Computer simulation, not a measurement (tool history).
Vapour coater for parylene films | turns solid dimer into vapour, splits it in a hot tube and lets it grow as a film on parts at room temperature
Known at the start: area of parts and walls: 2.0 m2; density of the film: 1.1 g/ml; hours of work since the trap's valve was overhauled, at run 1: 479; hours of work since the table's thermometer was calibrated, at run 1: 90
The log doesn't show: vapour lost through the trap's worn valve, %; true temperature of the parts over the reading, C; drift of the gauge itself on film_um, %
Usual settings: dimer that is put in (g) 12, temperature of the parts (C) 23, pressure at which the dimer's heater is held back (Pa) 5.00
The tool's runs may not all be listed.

run,hour,dimer that is put in (g),temperature of the parts (C),pressure at which the dimer's heater is held back (Pa),hours of work since the trap's valve was overhauled,hours of work since the table's thermometer was calibrated,thickness of the film (nm)
1,0.0,12,23,5.00,479,90,4030
2,31.0,12,23,5.00,500,110,4020
# hour 84.4: trap's valve overhauled
3,85.8,12,23,5.00,1,144,3990
4,109.5,12,23,5.00,17,159,4070
5,141.7,12,23,5.00,38,180,4090
6,193.0,12,23,5.00,71,214,4050
7,248.8,12,16,5.83,108,251,4920
8,293.3,12,16,5.83,137,280,4940
9,349.5,7,15,11.01,174,317,2830
10,403.8,7,15,11.01,210,353,2800
11,441.2,12,15,11.01,235,377,4820
12,476.6,14,15,11.01,258,401,5600

Hidden state at the last listed run before each entry between runs and at the first one after, where it differs:
Between runs 2 and 3: trap's valve overhauled (hour 84.4)
  vapour lost through the trap's worn valve, %: 0.6 -> 0
